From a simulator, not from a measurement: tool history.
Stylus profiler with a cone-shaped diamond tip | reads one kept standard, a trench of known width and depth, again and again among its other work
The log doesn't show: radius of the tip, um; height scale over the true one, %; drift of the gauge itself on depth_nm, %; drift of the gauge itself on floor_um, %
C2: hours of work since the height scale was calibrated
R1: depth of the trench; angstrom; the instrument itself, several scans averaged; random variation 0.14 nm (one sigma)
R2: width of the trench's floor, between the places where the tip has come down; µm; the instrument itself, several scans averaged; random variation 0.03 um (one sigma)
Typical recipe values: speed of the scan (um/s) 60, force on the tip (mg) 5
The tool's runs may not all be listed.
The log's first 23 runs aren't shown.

run 24 hour=424.3 | speed_of_the_scan_(um/s)=16 force_on_the_tip_(mg)=14.38 | scans_with_this_tip=5608 C2=525 | R1=5221.1 R2=16.8
run 25 hour=440.9 | speed_of_the_scan_(um/s)=84 force_on_the_tip_(mg)=2.03 | scans_with_this_tip=5704 C2=534 | R1=5047.9 R2=16.6
run 26 hour=459.9 | speed_of_the_scan_(um/s)=26 force_on_the_tip_(mg)=5 | scans_with_this_tip=5814 C2=544 | R1=5101.7 R2=16.79
run 27 hour=475 | speed_of_the_scan_(um/s)=26 force_on_the_tip_(mg)=5 | scans_with_this_tip=5901 C2=552 | R1=5102 R2=16.79
run 28 hour=499.5 | speed_of_the_scan_(um/s)=72 force_on_the_tip_(mg)=5 | scans_with_this_tip=6043 C2=565 | R1=5098.4 R2=16.67
run 29 hour=517.5 | speed_of_the_scan_(um/s)=120 force_on_the_tip_(mg)=8.7 | scans_with_this_tip=6148 C2=575 | R1=5154.3 R2=16.64
run 30 hour=541.5 | speed_of_the_scan_(um/s)=120 force_on_the_tip_(mg)=8.7 | scans_with_this_tip=6286 C2=588 | R1=5151.6 R2=16.67
run 31 hour=557.9 | speed_of_the_scan_(um/s)=120 force_on_the_tip_(mg)=8.7 | scans_with_this_tip=6381 C2=597 | R1=5153.5 R2=16.65
run 32 hour=576 | speed_of_the_scan_(um/s)=49 force_on_the_tip_(mg)=5.45 | scans_with_this_tip=6486 C2=607 | R1=5107.2 R2=16.72
run 33 hour=599.1 | speed_of_the_scan_(um/s)=33 force_on_the_tip_(mg)=10.93 | scans_with_this_tip=6620 C2=619 | R1=5178.6 R2=16.7
run 34 hour=624 | speed_of_the_scan_(um/s)=99 force_on_the_tip_(mg)=5 | scans_with_this_tip=6763 C2=633 | R1=5099.4 R2=16.65
run 35 hour=640.2 | speed_of_the_scan_(um/s)=99 force_on_the_tip_(mg)=5 | scans_with_this_tip=6858 C2=641 | R1=5099 R2=16.59
run 36 hour=653.3 | speed_of_the_scan_(um/s)=58 force_on_the_tip_(mg)=1.97 | scans_with_this_tip=6933 C2=648 | R1=5043.3 R2=16.56
run 37 hour=671.5 | speed_of_the_scan_(um/s)=93 force_on_the_tip_(mg)=5.92 | scans_with_this_tip=7039 C2=658 | R1=5112.1 R2=16.62
run 38 hour=689.1 | speed_of_the_scan_(um/s)=60 force_on_the_tip_(mg)=5.32 | scans_with_this_tip=7140 C2=668 | R1=5103 R2=16.66
run 39 hour=712.7 | speed_of_the_scan_(um/s)=48 force_on_the_tip_(mg)=10.92 | scans_with_this_tip=7277 C2=681 | R1=5177.1 R2=16.76
run 40 hour=732.6 | speed_of_the_scan_(um/s)=48 force_on_the_tip_(mg)=10.92 | scans_with_this_tip=7392 C2=691 | R1=5177.6 R2=16.71
run 41 hour=753.2 | speed_of_the_scan_(um/s)=71 force_on_the_tip_(mg)=4 | scans_with_this_tip=7511 C2=703 | R1=5080.4 R2=16.67
run 42 hour=776.3 | speed_of_the_scan_(um/s)=148 force_on_the_tip_(mg)=10.13 | scans_with_this_tip=7645 C2=715 | R1=5164.9 R2=16.57
run 43 hour=788.4 | speed_of_the_scan_(um/s)=51 force_on_the_tip_(mg)=14.16 | scans_with_this_tip=7715 C2=722 | R1=5212 R2=16.72
run 44 hour=806.4 | speed_of_the_scan_(um/s)=51 force_on_the_tip_(mg)=14.16 | scans_with_this_tip=7819 C2=731 | R1=5210.7 R2=16.69
run 45 hour=822.7 | speed_of_the_scan_(um/s)=51 force_on_the_tip_(mg)=14.16 | scans_with_this_tip=7914 C2=740 | R1=5212.1 R2=16.78
run 46 hour=835.8 | speed_of_the_scan_(um/s)=48 force_on_the_tip_(mg)=5 | scans_with_this_tip=7989 C2=747 | R1=5096.3 R2=16.71

3 options for the next run, each taken on its own from the tool as it stands now. Forecast them:
run A hour=856.1 | speed_of_the_scan_(um/s)=18 force_on_the_tip_(mg)=5 | scans_with_this_tip=8107 C2=758 | R1=? R2=?
run B hour=856.1 | speed_of_the_scan_(um/s)=81 force_on_the_tip_(mg)=5 | scans_with_this_tip=8107 C2=758 | R1=? R2=?
run C hour=856.1 | speed_of_the_scan_(um/s)=27 force_on_the_tip_(mg)=6 | scans_with_this_tip=8107 C2=758 | R1=? R2=?

run=A R1=5095 R2=16.69
run=B R1=5094.6 R2=16.52
run=C R1=5112.5 R2=16.69
With no hidden state in the tool, these same runs would have given:
run=A R1=5114.4 R2=16.94
run=B R1=5114.1 R2=16.77
run=C R1=5132 R2=16.94
